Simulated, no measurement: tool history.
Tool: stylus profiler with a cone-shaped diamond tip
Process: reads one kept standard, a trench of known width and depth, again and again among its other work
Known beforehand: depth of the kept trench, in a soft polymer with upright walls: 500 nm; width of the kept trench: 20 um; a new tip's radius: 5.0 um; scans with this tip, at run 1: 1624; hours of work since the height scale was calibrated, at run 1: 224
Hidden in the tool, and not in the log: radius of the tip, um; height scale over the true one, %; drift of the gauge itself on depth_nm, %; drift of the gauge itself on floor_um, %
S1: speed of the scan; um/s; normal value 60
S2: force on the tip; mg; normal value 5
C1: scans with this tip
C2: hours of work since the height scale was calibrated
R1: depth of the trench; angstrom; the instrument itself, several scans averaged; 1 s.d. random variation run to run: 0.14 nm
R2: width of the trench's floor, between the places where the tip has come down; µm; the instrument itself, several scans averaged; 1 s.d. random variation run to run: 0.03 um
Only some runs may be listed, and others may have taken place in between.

run    hour   S1    S2    C1   C2      R1     R2
  1       0   60     5  1624  224  5074.1  15.21
  2    31.9  115     5  1719  237    5076  15.06
  3    99.5   60  4.98  1919  265  5075.5  15.15
  4   136.5   60     5  2029  280  5073.6   15.1
  5   177.7   60  5.55  2151  297    5083  15.11
  6   227.6   60  5.55  2298  317  5080.2  15.07
  7   288.7   39  5.55  2479  342  5079.6  15.11
  8   327.2  138  5.55  2593  358  5077.2  14.84
  9   384.2   60     5  2762  381  5072.4  14.94
 10   440.8   60     5  2930  404  5069.8  14.97
 11   473.8   60     5  3028  417    5071  14.93
 12   510.1   60     5  3135  432  5072.7  14.91
 13   543.6  181     5  3234  446  5069.5  14.62
 14   594.1   44     5  3384  467  5070.3  14.89
 15   655.2   44     5  3565  492  5071.8  14.82
 16   722.8   29  2.78  3765  519  5041.8  14.84
 17   781.2   28  7.24  3938  543  5091.3  14.81
 18   837.5   27  7.24  4105  566  5090.9  14.75
 19     905  137  4.33  4305  594  5060.8   14.4
 20   937.5  137  4.33  4401  607  5058.7  14.41
 21  1000.4   22  6.89  4587  632  5087.4   14.7
 22  1059.4   52  6.89  4762  657  5083.4  14.61
 23  1128.3  198  3.81  4966  685  5054.9  14.18
 24  1170.4   28   9.6  5091  702  5108.9  14.58
 25  1229.3   27   8.7  5265  726  5101.9  14.53
 26  1274.4  117  5.62  5398  744  5071.4  14.31
 27  1321.5   64     5  5538  764  5067.1  14.42
 28  1365.3   64     5  5668  781  5064.9  14.35

Measured minus without-hidden-state, run by run (identical run-to-run variation in each term; gauge scatter may differ):
run     R1     R2
  1     -5  -0.28
  2   -5.3  -0.31
  3   -5.8  -0.36
  4   -6.2  -0.37
  5   -6.4   -0.4
  6   -6.9  -0.44
  7   -7.3  -0.48
  8   -7.7  -0.51
  9   -8.1  -0.54
 10   -8.6  -0.57
 11   -8.9   -0.6
 12   -9.2  -0.62
 13   -9.5  -0.64
 14   -9.8  -0.68
 15  -10.4  -0.71
 16  -10.8  -0.75
 17  -11.4  -0.79
 18  -11.9  -0.82
 19  -12.4  -0.86
 20  -12.6  -0.87
 21  -13.3  -0.91
 22  -13.8  -0.94
 23  -14.3  -0.97
 24  -14.8  -1.01
 25  -15.3  -1.04
 26  -15.6  -1.07
 27  -15.9  -1.09
 28  -16.3  -1.12

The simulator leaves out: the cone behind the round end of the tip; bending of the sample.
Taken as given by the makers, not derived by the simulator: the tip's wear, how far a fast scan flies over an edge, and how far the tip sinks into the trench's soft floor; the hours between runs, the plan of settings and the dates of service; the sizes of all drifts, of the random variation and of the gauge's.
